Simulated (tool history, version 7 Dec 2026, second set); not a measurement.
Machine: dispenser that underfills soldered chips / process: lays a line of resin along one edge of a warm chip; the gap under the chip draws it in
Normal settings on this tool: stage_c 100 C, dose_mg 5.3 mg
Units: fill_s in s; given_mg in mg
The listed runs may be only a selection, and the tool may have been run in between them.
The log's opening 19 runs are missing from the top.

run    day  stage_c  dose_mg  hours of work since the syringe was changed  hours of work since the valve was cleaned  hours of work since the stage was calibrated  fill_s  given_mg
     2.512  -- new syringe of resin
 20  2.554       98     4.55                                            1                                         84                                            59     7.8      4.37
 21  2.692       89     4.51                                            3                                         86                                            61    12.3      4.35
 22  2.883       89     4.51                                            6                                         89                                            64    16.1      4.34
 23  3.017       88     5.88                                            9                                         92                                            67      19      5.68
     3.088  -- new syringe of resin
 24  3.229       88     5.88                                            2                                         95                                            70    11.3      5.63
 25  3.367      110     6.22                                            5                                         97                                            72     7.2      5.93
 26  3.525       88     5.98                                            7                                        100                                            75    17.1       5.7
     3.658  -- new syringe of resin
 27  3.675       99      4.6                                            0                                        102                                            77       8      4.37
 28  3.758       87      4.6                                            2                                        104                                            79    11.9      4.39
 29  3.871      100     4.93                                            4                                        106                                            81     9.2      4.68
 30  3.962      100     4.93                                            5                                        107                                            82    11.3      4.75
 31  4.088      100     4.93                                            7                                        109                                            84    13.2      4.67
     4.221  -- new syringe of resin
 32   4.25      112     4.94                                            0                                        112                                            87     5.3      4.69
 33  4.433      110     6.53                                            4                                        115                                            90     7.2      6.22
 34  4.554       99     6.53                                            6                                        117                                            92    10.9      6.21
 35  4.738       86     6.61                                            9                                        120                                            95    20.5      6.28
     4.783  -- new syringe of resin
 36  4.912       86     6.61                                            2                                        123                                            98    11.6       6.3

Forecast each of these 5 alternatives for the next run:
  A  5.008      102     6.61                                            4                                        124                                            99       ?         ?
  B  5.008       88      5.3                                            4                                        124                                            99       ?         ?
  C  5.008      103     6.59                                            4                                        124                                            99       ?         ?
  D  5.008       90      5.1                                            4                                        124                                            99       ?         ?
  E  5.008      104      5.3                                            4                                        124                                            99       ?         ?

run  fill_s  given_mg
  A     8.3      6.27
  B    13.1      5.01
  C       8      6.23
  D    12.2      4.83
  E     8.9      5.03
The same runs, with their run-to-run variation unchanged, on a tool lacking any hidden condition would have given:
run  fill_s  given_mg
  A     5.8      6.63
  B     9.1      5.29
  C     5.6      6.59
  D     8.4      5.11
  E     6.3      5.32
